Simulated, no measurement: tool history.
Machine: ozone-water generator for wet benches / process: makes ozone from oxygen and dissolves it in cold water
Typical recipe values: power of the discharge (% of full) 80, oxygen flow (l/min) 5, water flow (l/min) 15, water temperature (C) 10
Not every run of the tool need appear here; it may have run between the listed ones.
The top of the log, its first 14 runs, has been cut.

| run | hour | power of the discharge (% of full) | oxygen flow (l/min) | water flow (l/min) | water temperature (C) | dissolved ozone (ppm) | ozone in the gas ahead of the water (g/m3) |
|---|---|---|---|---|---|---|---|
| 15 | 713 | 80 | 5 | 16 | 10 | 16.6 | 145.6 |
| 16 | 764.2 | 80 | 5 | 16 | 10 | 16.6 | 144.9 |
| 17 | 822.1 | 80 | 5 | 16 | 10 | 16.4 | 145.3 |
| 18 | 878.5 | 80 | 4.04 | 18 | 6 | 14.4 | 156.9 |
| 19 | 943.3 | 63 | 4.22 | 18 | 7 | 13 | 136.6 |
| 20 | 1001.9 | 84 | 5 | 15 | 6 | 19 | 148.1 |
| 21 | 1041.9 | 47 | 5 | 15 | 6 | 13.8 | 109.5 |
| 22 | 1087.4 | 47 | 5 | 15 | 6 | 13.9 | 109.4 |
| 23 | 1122.5 | 47 | 5 | 15 | 6 | 13.8 | 110.1 |
| 24 | 1155.1 | 92 | 5 | 15 | 9 | 18.7 | 156.6 |
| 25 | 1216.1 | 80 | 5 | 15 | 9 | 17.2 | 143.4 |
| 26 | 1276.5 | 56 | 8.39 | 20 | 9 | 12.7 | 100.7 |
| 27 | 1343.3 | 89 | 8.39 | 20 | 11 | 15.3 | 128.1 |
| 28 | 1371.1 | 74 | 8.39 | 20 | 17 | 12.5 | 115.8 |
| 29 | 1414.2 | 74 | 7.7 | 20 | 7 | 14.8 | 120.4 |
| 30 | 1456.7 | 74 | 7.7 | 20 | 7 | 14.7 | 118.5 |

Below are 3 alternative next runs, each starting from the tool's condition after run 30. Predict each:
| A | 1508.6 | 74 | 7.7 | 15 | 7 | ? | ? |
| B | 1508.6 | 67 | 7.46 | 16 | 10 | ? | ? |
| C | 1508.6 | 74 | 7.7 | 18 | 7 | ? | ? |

| run | dissolved ozone (ppm) | ozone in the gas ahead of the water (g/m3) |
|---|---|---|
| A | 18.4 | 118.9 |
| B | 15.8 | 114.9 |
| C | 16 | 119.8 |
The same runs, with their run-to-run variation unchanged, on a tool lacking any hidden condition would have given:
| run | dissolved ozone (ppm) | ozone in the gas ahead of the water (g/m3) |
|---|---|---|
| A | 21.1 | 128 |
| B | 18 | 123.2 |
| C | 18.4 | 129 |

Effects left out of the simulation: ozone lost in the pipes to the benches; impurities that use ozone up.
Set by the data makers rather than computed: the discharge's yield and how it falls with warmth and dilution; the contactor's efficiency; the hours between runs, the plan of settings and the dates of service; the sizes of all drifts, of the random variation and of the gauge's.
